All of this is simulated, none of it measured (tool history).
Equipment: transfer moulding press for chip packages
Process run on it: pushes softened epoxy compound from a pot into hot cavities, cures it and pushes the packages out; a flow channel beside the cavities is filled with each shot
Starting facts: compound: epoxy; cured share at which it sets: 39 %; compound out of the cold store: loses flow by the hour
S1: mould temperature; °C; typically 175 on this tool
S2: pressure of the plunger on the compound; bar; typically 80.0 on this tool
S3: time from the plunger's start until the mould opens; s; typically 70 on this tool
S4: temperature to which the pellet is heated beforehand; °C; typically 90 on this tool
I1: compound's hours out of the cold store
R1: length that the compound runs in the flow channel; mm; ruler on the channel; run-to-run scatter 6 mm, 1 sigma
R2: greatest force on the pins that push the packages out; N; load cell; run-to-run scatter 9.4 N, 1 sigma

Run 1, day 0.000: usual settings; I1 34.8. Result: R1 672 mm, R2 619 N.
At day 0.146: cavities cleaned with cleaning compound and waxed.
Run 2, day 1.179: usual settings but S1 171 °C; I1 26.5. Result: R1 691 mm, R2 719 N.
Run 3, day 2.267: usual settings but S1 171 °C, S3 51 s; I1 22.9. Result: R1 695 mm, R2 1531 N.
At day 2.850: cavities cleaned with cleaning compound and waxed.
Run 4, day 3.621: usual settings; I1 26.2. Result: R1 662 mm, R2 530 N.
Run 5, day 5.017: usual settings but S2 96.8 bar; I1 21.9. Result: R1 736 mm, R2 640 N.
At day 5.483: plunger's sealing rings changed.
At day 5.646: cavities cleaned with cleaning compound and waxed.
Run 6, day 6.608: usual settings but S3 59 s; I1 44.7. Result: R1 665 mm, R2 785 N.
Run 7, day 7.575: usual settings; I1 47.5. Result: R1 656 mm, R2 631 N.
At day 8.329: cavities cleaned with cleaning compound and waxed.
Run 8, day 8.671: usual settings; I1 10.4. Result: R1 709 mm, R2 507 N.
Run 9, day 9.658: usual settings but S2 91.7 bar; I1 23.7. Result: R1 738 mm, R2 609 N.
At day 10.954: cavities cleaned with cleaning compound and waxed.
Run 10, day 10.954: usual settings; I1 15.7. Result: R1 697 mm, R2 446 N.
Run 11, day 12.521: usual settings but S2 86.1 bar; I1 22.9. Result: R1 692 mm, R2 620 N.
At day 13.579: cavities cleaned with cleaning compound and waxed.
Run 12, day 13.812: usual settings but S2 86.1 bar; I1 40.2. Result: R1 663 mm, R2 461 N.
At day 14.254: plunger's sealing rings changed.
Run 13, day 15.092: usual settings; I1 21.0. Result: R1 708 mm, R2 616 N.
Run 14, day 15.992: usual settings; I1 21.2. Result: R1 702 mm, R2 652 N.
At day 16.367: cavities cleaned with cleaning compound and waxed.
Run 15, day 17.000: usual settings; I1 12.2. Result: R1 714 mm, R2 539 N.
Run 16, day 18.158: usual settings; I1 28.1. Result: R1 660 mm, R2 615 N.
At day 19.075: cavities cleaned with cleaning compound and waxed.
Run 17, day 19.471: usual settings but S2 68.6 bar, S4 89 °C; I1 17.0. Result: R1 646 mm, R2 538 N.
Run 18, day 21.000: usual settings but S1 168 °C, S2 85.9 bar, S3 52 s, S4 81 °C; I1 43.8. Result: R1 685 mm, R2 1760 N.
At day 21.800: cavities cleaned with cleaning compound and waxed.
Run 19, day 21.892: usual settings but S1 168 °C, S2 85.9 bar, S3 52 s, S4 81 °C; I1 36.3. Result: R1 695 mm, R2 1271 N.
At day 22.950: plunger's sealing rings changed.
Run 20, day 23.096: usual settings but S1 171 °C, S2 64.2 bar, S3 60 s, S4 100 °C; I1 39.4. Result: R1 622 mm, R2 1039 N.
At day 24.421: mould's thermocouples calibrated.
At day 24.704: cavities cleaned with cleaning compound and waxed.
Run 21, day 24.808: usual settings but S1 183 °C, S2 64.2 bar, S3 98 s, S4 100 °C; I1 24.8. Result: R1 607 mm, R2 311 N.
Run 22, day 25.954: usual settings but S1 183 °C, S2 64.2 bar, S3 98 s, S4 100 °C; I1 44.7. Result: R1 569 mm, R2 418 N.
At day 27.308: cavities cleaned with cleaning compound and waxed.
Run 23, day 27.488: usual settings but S2 71.2 bar, S3 88 s; I1 18.4. Result: R1 648 mm, R2 341 N.
Run 24, day 28.667: usual settings but S1 180 °C, S2 65.0 bar, S3 74 s, S4 91 °C; I1 38.3. Result: R1 576 mm, R2 447 N.
At day 29.938: cavities cleaned with cleaning compound and waxed.
Run 25, day 30.017: usual settings but S1 167 °C, S4 98 °C; I1 37.2. Result: R1 667 mm, R2 697 N.
Run 26, day 31.054: usual settings but S1 167 °C, S3 72 s, S4 98 °C; I1 15.3. Result: R1 696 mm, R2 935 N.

Predict each of these 4 candidate next runs independently; none follows another, all start after run 26:
At day 31.712: plunger's sealing rings changed.
Run A, day 32.146: usual settings but S1 167 °C, S3 72 s, S4 98 °C; I1 20.5. Result: R1 ?, R2 ?.
At day 31.712: plunger's sealing rings changed.
Run B, day 32.146: usual settings but S1 167 °C, S3 109 s, S4 86 °C; I1 16.0. Result: R1 ?, R2 ?.
At day 31.712: plunger's sealing rings changed.
Run C, day 32.146: usual settings but S1 179 °C, S2 93.9 bar, S3 72 s, S4 98 °C; I1 18.7. Result: R1 ?, R2 ?.
At day 31.712: plunger's sealing rings changed.
Run D, day 32.146: usual settings but S1 180 °C, S3 66 s, S4 97 °C; I1 27.9. Result: R1 ?, R2 ?.

run   R1   R2
  A  729  996
  B  752  506
  C  758  508
  D  686  549
The same runs, with their run-to-run variation unchanged, on a tool lacking any hidden condition would have given:
run   R1   R2
  A  732  641
  B  755  331
  C  761  333
  D  689  354
